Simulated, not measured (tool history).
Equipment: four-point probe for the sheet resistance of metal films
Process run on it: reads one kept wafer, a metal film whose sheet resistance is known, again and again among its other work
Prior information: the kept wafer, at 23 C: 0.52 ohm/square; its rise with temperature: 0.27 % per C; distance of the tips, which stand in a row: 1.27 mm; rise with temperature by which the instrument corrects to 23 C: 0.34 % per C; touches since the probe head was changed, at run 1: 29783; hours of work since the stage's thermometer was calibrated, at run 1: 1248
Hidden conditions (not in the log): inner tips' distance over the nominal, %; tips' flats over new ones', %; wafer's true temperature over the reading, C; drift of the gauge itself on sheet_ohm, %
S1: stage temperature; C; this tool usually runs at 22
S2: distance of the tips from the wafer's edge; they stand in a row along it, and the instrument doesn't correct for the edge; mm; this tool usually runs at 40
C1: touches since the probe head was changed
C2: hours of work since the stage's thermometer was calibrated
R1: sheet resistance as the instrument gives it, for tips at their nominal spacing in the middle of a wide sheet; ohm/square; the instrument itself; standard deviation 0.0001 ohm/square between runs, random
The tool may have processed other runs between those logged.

{"run": 1, "hour": 0.0, "S1": 22, "S2": 40, "C1": 29783, "C2": 1248, "R1": 0.520758}
{"run": 2, "hour": 14.0, "S1": 22, "S2": 12, "C1": 30365, "C2": 1255, "R1": 0.523431}
{"run": 3, "hour": 29.3, "S1": 22, "S2": 40, "C1": 31000, "C2": 1264, "R1": 0.520692}
{"run": 4, "hour": 45.1, "S1": 22, "S2": 40, "C1": 31660, "C2": 1273, "R1": 0.520671}
{"run": 5, "hour": 54.8, "S1": 22, "S2": 40, "C1": 32063, "C2": 1279, "R1": 0.520597}
{"run": 6, "hour": 65.7, "S1": 22, "S2": 40, "C1": 32513, "C2": 1285, "R1": 0.520687}
{"run": 7, "hour": 78.2, "S1": 22, "S2": 40, "C1": 33035, "C2": 1292, "R1": 0.520768}
{"run": 8, "hour": 99.1, "S1": 22, "S2": 6, "C1": 33906, "C2": 1304, "R1": 0.532657}
{"run": 9, "hour": 108.4, "S1": 22, "S2": 6, "C1": 34291, "C2": 1309, "R1": 0.532805}
{"run": 10, "hour": 129.4, "S1": 22, "S2": 6, "C1": 35162, "C2": 1321, "R1": 0.532656}
{"run": 11, "hour": 149.1, "S1": 27, "S2": 40, "C1": 35982, "C2": 1332, "R1": 0.518734}
{"run": 12, "hour": 166.9, "S1": 25, "S2": 40, "C1": 36723, "C2": 1342, "R1": 0.519543}
{"run": 13, "hour": 189.1, "S1": 30, "S2": 12, "C1": 37646, "C2": 1354, "R1": 0.520566}
{"run": 14, "hour": 200.1, "S1": 28, "S2": 4, "C1": 38105, "C2": 1361, "R1": 0.544596}
{"run": 15, "hour": 218.2, "S1": 18, "S2": 18, "C1": 38857, "C2": 1371, "R1": 0.523364}
{"run": 16, "hour": 229.3, "S1": 24, "S2": 8, "C1": 39317, "C2": 1377, "R1": 0.526857}
{"run": 17, "hour": 246.7, "S1": 31, "S2": 5, "C1": 40042, "C2": 1387, "R1": 0.534285}
{"run": 18, "hour": 256.3, "S1": 25, "S2": 37, "C1": 40439, "C2": 1392, "R1": 0.519685}
{"run": 19, "hour": 274.8, "S1": 19, "S2": 14, "C1": 41209, "C2": 1403, "R1": 0.523918}
{"run": 20, "hour": 291.6, "S1": 19, "S2": 14, "C1": 41908, "C2": 1412, "R1": 0.523793}
{"run": 21, "hour": 305.4, "S1": 23, "S2": 65, "C1": 42483, "C2": 1420, "R1": 0.52011}
{"run": 22, "hour": 317.8, "S1": 24, "S2": 5, "C1": 42998, "C2": 1427, "R1": 0.537021}
{"run": 23, "hour": 338.0, "S1": 24, "S2": 5, "C1": 43838, "C2": 1438, "R1": 0.537138}

Branching from run 23: 5 alternative next runs. What would each branch give?
{"run": "A", "hour": 353.0, "S1": 24, "S2": 40, "C1": 44460, "C2": 1447, "R1": "?"}
{"run": "B", "hour": 353.0, "S1": 22, "S2": 71, "C1": 44460, "C2": 1447, "R1": "?"}
{"run": "C", "hour": 353.0, "S1": 22, "S2": 67, "C1": 44460, "C2": 1447, "R1": "?"}
{"run": "D", "hour": 353.0, "S1": 26, "S2": 5, "C1": 44460, "C2": 1447, "R1": "?"}
{"run": "E", "hour": 353.0, "S1": 25, "S2": 4, "C1": 44460, "C2": 1447, "R1": "?"}

run=A R1=0.520008
run=B R1=0.520418
run=C R1=0.520547
run=D R1=0.536237
run=E R1=0.545934
Without the tool's unlogged condition, the same runs would have read:
run=A R1=0.519964
run=B R1=0.520374
run=C R1=0.520503
run=D R1=0.536192
run=E R1=0.545888

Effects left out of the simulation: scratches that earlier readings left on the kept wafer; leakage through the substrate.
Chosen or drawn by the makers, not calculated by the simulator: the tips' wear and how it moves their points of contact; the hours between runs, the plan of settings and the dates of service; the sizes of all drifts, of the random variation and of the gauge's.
